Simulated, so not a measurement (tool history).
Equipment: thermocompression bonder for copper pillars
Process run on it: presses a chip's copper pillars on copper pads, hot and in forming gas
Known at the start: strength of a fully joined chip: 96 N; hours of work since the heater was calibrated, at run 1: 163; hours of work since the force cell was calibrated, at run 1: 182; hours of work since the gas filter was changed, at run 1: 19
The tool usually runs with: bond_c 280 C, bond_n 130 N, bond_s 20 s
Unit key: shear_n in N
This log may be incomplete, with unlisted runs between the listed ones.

| run | day | bond_c | bond_n | bond_s | hours of work since the heater was calibrated | hours of work since the force cell was calibrated | hours of work since the gas filter was changed | shear_n |
|---|---|---|---|---|---|---|---|---|
| 1 | 0.000 | 280 | 130 | 20 | 163 | 182 | 19 | 49.1 |
| 2 | 0.704 | 265 | 130 | 20 | 172 | 191 | 28 | 40.9 |
| 3 | 1.233 | 265 | 130 | 20 | 179 | 197 | 35 | 39.1 |
| 4 | 1.950 | 265 | 130 | 20 | 188 | 206 | 44 | 40.0 |
| 5 | 2.462 | 280 | 130 | 28 | 195 | 213 | 51 | 53.5 |
| 6 | 3.096 | 280 | 130 | 28 | 203 | 221 | 59 | 55.1 |
| 7 | 3.579 | 280 | 130 | 28 | 209 | 227 | 65 | 53.1 |
| 8 | 4.333 | 280 | 130 | 28 | 219 | 237 | 74 | 53.1 |
| 9 | 5.029 | 280 | 130 | 28 | 228 | 246 | 83 | 53.3 |
| 10 | 5.488 | 280 | 130 | 28 | 233 | 252 | 89 | 54.8 |
| 11 | 6.292 | 280 | 130 | 28 | 244 | 262 | 99 | 53.9 |
| 12 | 6.962 | 280 | 130 | 51 | 252 | 270 | 108 | 63.3 |
| 13 | 7.329 | 279 | 130 | 20 | 257 | 275 | 113 | 46.5 |
| 14 | 7.712 | 279 | 130 | 20 | 262 | 280 | 117 | 48.0 |
| 15 | 8.117 | 279 | 130 | 20 | 267 | 285 | 123 | 45.3 |
| 16 | 8.708 | 280 | 130 | 24 | 274 | 293 | 130 | 50.7 |
| 17 | 9.400 | 280 | 130 | 20 | 283 | 301 | 139 | 48.2 |
| 18 | 9.954 | 280 | 130 | 20 | 290 | 309 | 146 | 47.4 |
| 19 | 10.508 | 280 | 130 | 20 | 297 | 316 | 153 | 47.3 |
| 20 | 11.296 | 265 | 127 | 39 | 307 | 326 | 163 | 47.8 |
| 21 | 12.021 | 304 | 127 | 34 | 317 | 335 | 172 | 68.0 |
| 22 | 12.762 | 290 | 118 | 54 | 326 | 344 | 182 | 64.9 |
| 23 | 13.375 | 288 | 135 | 38 | 334 | 352 | 190 | 64.5 |
| 24 | 14.096 | 288 | 135 | 58 | 343 | 361 | 199 | 70.8 |
| 25 | 14.858 | 288 | 122 | 26 | 353 | 371 | 209 | 53.0 |
| 26 | 15.417 | 288 | 122 | 26 | 360 | 378 | 216 | 54.2 |
| 27 | 16.033 | 288 | 101 | 52 | 368 | 386 | 224 | 58.3 |
| 28 | 16.850 | 288 | 101 | 52 | 378 | 396 | 234 | 58.3 |
| 29 | 17.525 | 269 | 161 | 52 | 387 | 405 | 243 | 61.6 |
| 30 | 18.329 | 272 | 172 | 17 | 397 | 415 | 253 | 46.4 |
| 31 | 18.992 | 272 | 172 | 11 | 406 | 424 | 261 | 40.5 |

What will run 32 give?
| 32 | 19.458 | 272 | 172 | 11 | 412 | 430 | 267 | ? |

{"run 32": {"shear_n": 40.2}}
Had the tool carried no hidden state, the very same run would have given shear_n 43.9 N.
